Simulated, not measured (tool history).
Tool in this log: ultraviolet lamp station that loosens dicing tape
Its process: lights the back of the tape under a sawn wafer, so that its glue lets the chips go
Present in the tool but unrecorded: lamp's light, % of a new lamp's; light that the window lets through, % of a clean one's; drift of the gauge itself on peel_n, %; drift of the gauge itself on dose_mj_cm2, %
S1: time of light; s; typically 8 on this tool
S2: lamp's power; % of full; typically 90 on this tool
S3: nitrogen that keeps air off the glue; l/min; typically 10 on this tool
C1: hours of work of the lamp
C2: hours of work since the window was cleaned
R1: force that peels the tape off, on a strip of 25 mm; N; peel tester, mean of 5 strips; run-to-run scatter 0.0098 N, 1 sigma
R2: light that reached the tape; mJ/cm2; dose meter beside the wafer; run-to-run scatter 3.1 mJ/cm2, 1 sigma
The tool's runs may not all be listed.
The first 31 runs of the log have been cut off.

run,day,S1,S2,S3,C1,C2,R1,R2
32,86.771,8,66,16,1399,603,1.487,222
# day 87.317: window cleaned of glue's vapour
33,89.408,8,66,16,1435,29,1.348,239
34,91.096,8,66,16,1458,52,1.341,237
35,93.796,8,66,17,1496,90,1.375,233
# day 94.729: lamp changed
36,97.612,8,90,3,40,142,0.984,459
37,101.388,8,90,3,92,195,1.013,452
38,105.058,8,70,10,143,246,0.817,344
39,108.442,8,90,10,190,293,0.53,435
40,111.125,8,90,10,228,330,0.552,432
41,114.142,8,70,7,269,372,1.1,326
42,115.904,14,70,8,294,396,0.337,568
43,119.412,8,93,13,343,445,0.472,421
44,122.179,8,93,13,381,483,0.505,420

Each row is a separate what-if for the run after 44, all from the same tool condition, not one after another. Results?
A,123.946,8,81,13,405,508,?,?
B,123.946,10,93,13,405,508,?,?
C,123.946,8,68,7,405,508,?,?

run,R1,R2
A,0.689,360
B,0.322,512
C,1.267,304
The same runs, with their run-to-run variation unchanged, on a tool lacking any hidden condition would have given:
run,R1,R2
A,0.465,434
B,0.237,616
C,0.902,366
